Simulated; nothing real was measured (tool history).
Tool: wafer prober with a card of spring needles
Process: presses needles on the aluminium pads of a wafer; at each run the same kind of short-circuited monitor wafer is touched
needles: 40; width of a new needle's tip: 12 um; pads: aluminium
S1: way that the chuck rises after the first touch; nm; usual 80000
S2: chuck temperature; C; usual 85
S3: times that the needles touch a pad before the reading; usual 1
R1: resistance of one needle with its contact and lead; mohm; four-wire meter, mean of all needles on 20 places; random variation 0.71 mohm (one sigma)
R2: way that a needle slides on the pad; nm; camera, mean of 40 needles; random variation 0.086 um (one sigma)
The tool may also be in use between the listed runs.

run,hour,S1,S2,S3,R1,R2
1,0,80000,85,1,197.4,21860
2,5.7,63000,85,1,197.7,17320
# hour 6.4: tips cleaned on abrasive film
# hour 13.2: tips cleaned on abrasive film
3,14,63000,85,1,196.7,17390
4,17.8,63000,85,1,196.4,17300
# hour 19.9: tips cleaned on abrasive film
5,22.7,63000,85,1,196.5,17220
# hour 26.4: tips cleaned on abrasive film
6,31.5,63000,85,1,197.6,17320
# hour 32.7: tips cleaned on abrasive film
# hour 39.3: tips cleaned on abrasive film
7,39.8,63000,85,1,198.8,17210
# hour 45.7: tips cleaned on abrasive film
8,45.7,63000,85,1,197,17390
# hour 52.1: tips cleaned on abrasive film
9,53.8,63000,85,1,198.3,17370
# hour 58.4: tips cleaned on abrasive film
10,59.3,63000,85,1,196.8,17350
11,63.8,89000,85,1,197,24580
# hour 64.6: tips cleaned on abrasive film
# hour 70.9: tips cleaned on abrasive film
12,71.5,89000,85,1,196.8,24630
# hour 77.6: tips cleaned on abrasive film
13,78.5,91000,85,1,197.6,25230
# hour 83.9: tips cleaned on abrasive film
14,86.1,91000,85,1,197.1,25150
# hour 90.1: tips cleaned on abrasive film
15,95.3,91000,85,1,196.5,25120
# hour 96.3: tips cleaned on abrasive film
# hour 102.6: tips cleaned on abrasive film
16,103.8,91000,85,1,196,25280
# hour 109.3: tips cleaned on abrasive film
17,109.4,64000,85,1,197,17830
# hour 116: tips cleaned on abrasive film
18,117.2,64000,85,1,198.1,17670
# hour 122.7: tips cleaned on abrasive film
19,123.1,82000,85,2,197.5,22650
20,128,85000,67,2,194,23600
# hour 129.1: tips cleaned on abrasive film
# hour 135.6: tips cleaned on abrasive film
21,136.4,80000,94,1,199,22350
22,141.2,80000,94,1,198.7,22320
# hour 142.4: tips cleaned on abrasive film
23,147,65000,122,1,206.5,18100
# hour 148.8: tips cleaned on abrasive film
24,152.4,78000,35,1,185.3,21700
# hour 155.4: tips cleaned on abrasive film
25,157.2,93000,85,3,195.3,25960
# hour 162.1: tips cleaned on abrasive film
26,164.4,93000,85,1,197.2,25910
# hour 168.8: tips cleaned on abrasive film
27,171.2,93000,85,1,197,25970
# hour 175.1: tips cleaned on abrasive film
28,176.6,93000,85,2,196.6,25860
# hour 181.3: tips cleaned on abrasive film
29,185.6,77000,41,2,187.8,21630
# hour 187.7: tips cleaned on abrasive film
30,193.3,77000,41,2,187.9,21480
# hour 194: tips cleaned on abrasive film
31,198.8,63000,44,2,188.2,17780
# hour 200.3: tips cleaned on abrasive film
32,204.1,63000,44,2,188.9,17570
# hour 207: tips cleaned on abrasive film
33,212.6,63000,44,2,189,17500
# hour 213.2: tips cleaned on abrasive film
34,217.5,75000,37,1,186,21060

Some steps in R2 between neighbouring runs. How much of each would the tool show without its hidden state too (settings, what came in, random variation), and how much is left for the hidden state, with any gauge scatter that isn't in both results?
The hidden state here: debris on the tips, nm; way that the needles fall short of the set height, um; tips' diameter, um; drift of the gauge itself on contact_mohm, %; drift of the gauge itself on scrub_um, %.
Run 10 -> 11: S1 63000 -> 89000. R2 +7230 nm: hidden state +60, all else +7170.
Run 16 -> 17: S1 91000 -> 64000, tips cleaned on abrasive film. R2 -7450 nm: hidden state -70, all else -7380.
Run 18 -> 19: S1 64000 -> 82000, S3 1 -> 2, tips cleaned on abrasive film. R2 +4980 nm: hidden state +70, all else +4910.
Run 24 -> 25: S1 78000 -> 93000, S2 35 -> 85, S3 1 -> 3, tips cleaned on abrasive film. R2 +4260 nm: hidden state +80, all else +4180.
Run 33 -> 34: S1 63000 -> 75000, S2 44 -> 37, S3 2 -> 1, tips cleaned on abrasive film. R2 +3560 nm: hidden state +80, all else +3480.
